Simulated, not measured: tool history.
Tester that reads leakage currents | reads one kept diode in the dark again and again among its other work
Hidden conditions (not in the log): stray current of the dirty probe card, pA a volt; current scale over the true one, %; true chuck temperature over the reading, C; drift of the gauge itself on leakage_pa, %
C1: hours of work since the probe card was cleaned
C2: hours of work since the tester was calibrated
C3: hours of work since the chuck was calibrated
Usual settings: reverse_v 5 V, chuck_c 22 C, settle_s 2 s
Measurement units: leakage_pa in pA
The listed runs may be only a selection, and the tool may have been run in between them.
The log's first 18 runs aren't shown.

Run 19, hour 1516.7: usual settings but chuck_c 55 C; C1 1254; C2 1438; C3 296. Result: leakage_pa 327 pA.
Run 20, hour 1596.6: usual settings but chuck_c 29 C; C1 1286; C2 1470; C3 329. Result: leakage_pa 53.28 pA.
Run 21, hour 1647.7: usual settings but chuck_c 29 C; C1 1307; C2 1491; C3 349. Result: leakage_pa 53.19 pA.
Run 22, hour 1747.7: usual settings but chuck_c 29 C; C1 1347; C2 1531; C3 390. Result: leakage_pa 53.05 pA.
Run 23, hour 1799.1: usual settings but reverse_v 1.51 V; C1 1368; C2 1552; C3 411. Result: leakage_pa 19.19 pA.
Run 24, hour 1883.3: usual settings but reverse_v 1.95 V; C1 1402; C2 1586; C3 445. Result: leakage_pa 21.16 pA.
Run 25, hour 1986.9: usual settings but reverse_v 7.51 V, settle_s 6.38 s; C1 1444; C2 1628; C3 487. Result: leakage_pa 36.02 pA.
Run 26, hour 2079.1: usual settings but reverse_v 7.51 V, chuck_c 49 C, settle_s 5.28 s; C1 1482; C2 1665; C3 524. Result: leakage_pa 256.91 pA.
Run 27, hour 2138.8: usual settings but reverse_v 7.51 V, chuck_c 49 C, settle_s 5.28 s; C1 1506; C2 1689; C3 548. Result: leakage_pa 259.54 pA.
Run 28, hour 2207.9: usual settings but chuck_c 51 C; C1 1534; C2 1717; C3 576. Result: leakage_pa 251.14 pA.
Run 29, hour 2319.4: usual settings but chuck_c 51 C; C1 1579; C2 1763; C3 621. Result: leakage_pa 252.22 pA.
Run 30, hour 2379.6: usual settings but reverse_v 6.03 V; C1 1603; C2 1787; C3 646. Result: leakage_pa 33.55 pA.
Run 31, hour 2451.5: usual settings but reverse_v 6.03 V, chuck_c 23 C, settle_s 3.95 s; C1 1632; C2 1816; C3 675. Result: leakage_pa 35.84 pA.
Run 32, hour 2557: usual settings but reverse_v 6.03 V, chuck_c 23 C, settle_s 3.95 s; C1 1675; C2 1859; C3 718. Result: leakage_pa 35.98 pA.
Run 33, hour 2666.2: usual settings but reverse_v 1.45 V, chuck_c 35 C, settle_s 2.69 s; C1 1719; C2 1903; C3 762. Result: leakage_pa 50.78 pA.
Run 34, hour 2755.9: usual settings but reverse_v 1.45 V, chuck_c 35 C, settle_s 2.69 s; C1 1756; C2 1939; C3 798. Result: leakage_pa 50.8 pA.
Run 35, hour 2815.1: usual settings but reverse_v 1.45 V, chuck_c 35 C, settle_s 2.69 s; C1 1780; C2 1963; C3 822. Result: leakage_pa 50.55 pA.
Run 36, hour 2878.3: usual settings but chuck_c 31 C, settle_s 0.51 s; C1 1805; C2 1989; C3 848. Result: leakage_pa 63.64 pA.
Run 37, hour 2944.7: usual settings but chuck_c 31 C, settle_s 1.63 s; C1 1832; C2 2016; C3 874. Result: leakage_pa 62.23 pA.
Run 38, hour 3035: usual settings but reverse_v 1.34 V, settle_s 1.68 s; C1 1869; C2 2052; C3 911. Result: leakage_pa 18.24 pA.
Run 39, hour 3119.1: usual settings but reverse_v 18.49 V, chuck_c 32 C, settle_s 0.73 s; C1 1903; C2 2086; C3 945. Result: leakage_pa 116.41 pA.
Run 40, hour 3171: usual settings but reverse_v 1.56 V, chuck_c 32 C, settle_s 3.74 s; C1 1924; C2 2107; C3 966. Result: leakage_pa 41.56 pA.
Run 41, hour 3276.3: usual settings but reverse_v 3.48 V, chuck_c 42 C, settle_s 1.68 s; C1 1966; C2 2150; C3 1009. Result: leakage_pa 118.87 pA.

Each row is a separate what-if for the run after 41, all from the same tool condition, not one after another. Results?
Run A, hour 3336.9: usual settings but reverse_v 3.06 V, chuck_c 52 C, settle_s 5.93 s; C1 1991; C2 2175; C3 1033. Result: leakage_pa ?.
Run B, hour 3336.9: usual settings but reverse_v 7.14 V, chuck_c 42 C, settle_s 1.68 s; C1 1991; C2 2175; C3 1033. Result: leakage_pa ?.
Run C, hour 3336.9: usual settings but reverse_v 9.78 V, chuck_c 42 C, settle_s 1.68 s; C1 1991; C2 2175; C3 1033. Result: leakage_pa ?.

run  leakage_pa
  A      222.03
  B      157.36
  C      178.77
Had the tool no hidden state, the same runs would have come out as:
run  leakage_pa
  A      221.99
  B      157.32
  C      178.72
